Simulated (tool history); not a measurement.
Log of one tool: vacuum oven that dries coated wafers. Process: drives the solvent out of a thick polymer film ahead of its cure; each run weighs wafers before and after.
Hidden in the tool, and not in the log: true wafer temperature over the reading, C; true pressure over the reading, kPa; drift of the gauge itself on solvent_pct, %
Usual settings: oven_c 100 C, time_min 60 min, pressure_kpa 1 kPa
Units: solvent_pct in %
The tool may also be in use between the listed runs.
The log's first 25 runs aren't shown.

| run | hour | oven_c | time_min | pressure_kpa | hours of work since the thermocouples were calibrated | hours of work since the vacuum gauge was cleaned of residue | solvent_pct |
|---|---|---|---|---|---|---|---|
| 26 | 1311.4 | 100 | 60 | 1.49 | 339 | 2479 | 2.26 |
| 27 | 1362.5 | 93 | 61 | 1.49 | 371 | 2511 | 4.09 |
| 28 | 1397.9 | 100 | 60 | 0.98 | 393 | 2533 | 2.16 |
| 29 | 1468.6 | 112 | 60 | 0.98 | 437 | 2577 | 0.4 |
| 30 | 1541.5 | 109 | 34 | 3.81 | 483 | 2622 | 2.56 |
| 31 | 1586.1 | 109 | 34 | 3.81 | 511 | 2650 | 2.57 |
| 32 | 1640.2 | 107 | 31 | 0.62 | 544 | 2684 | 2.99 |
| 33 | 1709.9 | 95 | 37 | 3.1 | 588 | 2728 | 5.94 |
| 34 | 1753.3 | 95 | 94 | 1.45 | 615 | 2755 | 1.87 |
| 35 | 1814.8 | 95 | 94 | 1.45 | 653 | 2793 | 1.84 |
| 36 | 1858.4 | 100 | 47 | 1 | 681 | 2820 | 3.21 |
| 37 | 1929.8 | 86 | 47 | 0.73 | 725 | 2865 | 7.17 |
| 38 | 1985.5 | 105 | 36 | 1.32 | 760 | 2900 | 3.05 |
| 39 | 2036.6 | 90 | 72 | 0.74 | 792 | 2932 | 4.22 |
| 40 | 2108.6 | 87 | 33 | 4 | 837 | 2976 | 8.92 |
| 41 | 2171.3 | 87 | 33 | 4 | 876 | 3016 | 8.68 |
| 42 | 2230.7 | 87 | 33 | 4 | 913 | 3053 | 8.98 |
| 43 | 2268.9 | 107 | 43 | 3.44 | 937 | 3077 | 2.22 |
| 44 | 2333.4 | 100 | 54 | 2.49 | 977 | 3117 | 2.84 |
| 45 | 2384.6 | 100 | 54 | 2.49 | 1009 | 3149 | 2.84 |
| 46 | 2421.2 | 100 | 54 | 2.49 | 1032 | 3172 | 2.95 |
|  | 2481.4 | oven's thermocouples calibrated |
| 47 | 2481.4 | 100 | 54 | 2.49 | 0 | 3208 | 2.85 |
| 48 | 2534.7 | 100 | 44 | 2.51 | 33 | 3241 | 3.66 |

Forecast each of these 3 alternatives for the next run:
| A | 2611.4 | 100 | 95 | 1 | 81 | 3289 | ? |
| B | 2611.4 | 112 | 60 | 1 | 81 | 3289 | ? |
| C | 2611.4 | 100 | 46 | 1 | 81 | 3289 | ? |

| run | solvent_pct |
|---|---|
| A | 0.84 |
| B | 0.45 |
| C | 3.34 |
Without the tool's hidden state the same runs would have given:
| run | solvent_pct |
|---|---|
| A | 0.84 |
| B | 0.45 |
| C | 3.34 |

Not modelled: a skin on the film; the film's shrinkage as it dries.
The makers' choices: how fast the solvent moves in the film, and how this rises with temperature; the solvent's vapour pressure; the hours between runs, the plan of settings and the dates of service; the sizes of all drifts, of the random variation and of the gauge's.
